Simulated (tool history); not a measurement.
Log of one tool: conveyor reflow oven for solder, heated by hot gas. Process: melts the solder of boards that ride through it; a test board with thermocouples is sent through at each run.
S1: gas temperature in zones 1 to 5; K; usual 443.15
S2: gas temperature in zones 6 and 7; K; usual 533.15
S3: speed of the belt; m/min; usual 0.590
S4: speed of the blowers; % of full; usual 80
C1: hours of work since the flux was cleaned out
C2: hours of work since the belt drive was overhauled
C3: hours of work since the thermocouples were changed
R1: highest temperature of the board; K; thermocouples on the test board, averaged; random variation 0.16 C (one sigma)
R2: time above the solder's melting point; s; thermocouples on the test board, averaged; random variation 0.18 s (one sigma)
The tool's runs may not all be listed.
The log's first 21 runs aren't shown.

At hour 201.6: flux residue cleaned out of gas plates and filters.
Run 22, hour 201.8: usual settings but S1 454.15 K, S2 537.15 K, S4 81 % of full; C1 0; C2 546; C3 261. Result: R1 527.15 K, R2 57.6 s.
Run 23, hour 207.5: usual settings but S1 440.15 K, S2 539.15 K, S3 0.624 m/min, S4 73 % of full; C1 4; C2 550; C3 265. Result: R1 523.55 K, R2 47.2 s.
Run 24, hour 215.1: usual settings but S1 440.15 K, S2 539.15 K, S3 0.624 m/min, S4 73 % of full; C1 9; C2 555; C3 270. Result: R1 523.35 K, R2 47.3 s.
Run 25, hour 221.1: usual settings but S1 445.15 K, S2 528.15 K, S3 0.547 m/min, S4 53 % of full; C1 13; C2 559; C3 274. Result: R1 514.05 K, R2 47.7 s.
Run 26, hour 229.1: usual settings but S3 0.516 m/min, S4 57 % of full; C1 19; C2 565; C3 280. Result: R1 520.85 K, R2 57.1 s.
Run 27, hour 239.4: usual settings but S2 545.15 K, S3 0.503 m/min; C1 26; C2 572; C3 287. Result: R1 536.05 K, R2 70.1 s.
Run 28, hour 246.0: usual settings but S2 545.15 K, S3 0.503 m/min; C1 30; C2 576; C3 291. Result: R1 536.45 K, R2 70.1 s.
Run 29, hour 256.2: usual settings but S1 456.15 K; C1 37; C2 583; C3 298. Result: R1 523.45 K, R2 56.5 s.
Run 30, hour 261.7: usual settings but S1 441.15 K, S2 522.15 K, S4 60 % of full; C1 41; C2 587; C3 302. Result: R1 507.45 K, R2 36.2 s.
Run 31, hour 272.2: usual settings but S1 429.15 K; C1 48; C2 594; C3 309. Result: R1 519.35 K, R2 45.0 s.

Forecast each of these 3 alternatives for the next run:
Run A, hour 283.7: usual settings but S1 458.15 K, S2 542.15 K, S3 0.541 m/min; C1 56; C2 602; C3 317. Result: R1 ?, R2 ?.
Run B, hour 283.7: usual settings but S1 429.15 K, S2 536.15 K; C1 56; C2 602; C3 317. Result: R1 ?, R2 ?.
Run C, hour 283.7: usual settings but S3 0.501 m/min, S4 52 % of full; C1 56; C2 602; C3 317. Result: R1 ?, R2 ?.

run      R1    R2
  A  533.55  68.1
  B  522.45  46.9
  C  520.55  58.3
Without the tool's hidden state the same runs would have given:
run      R1    R2
  A  533.45  68.0
  B  522.45  46.9
  C  520.45  58.2
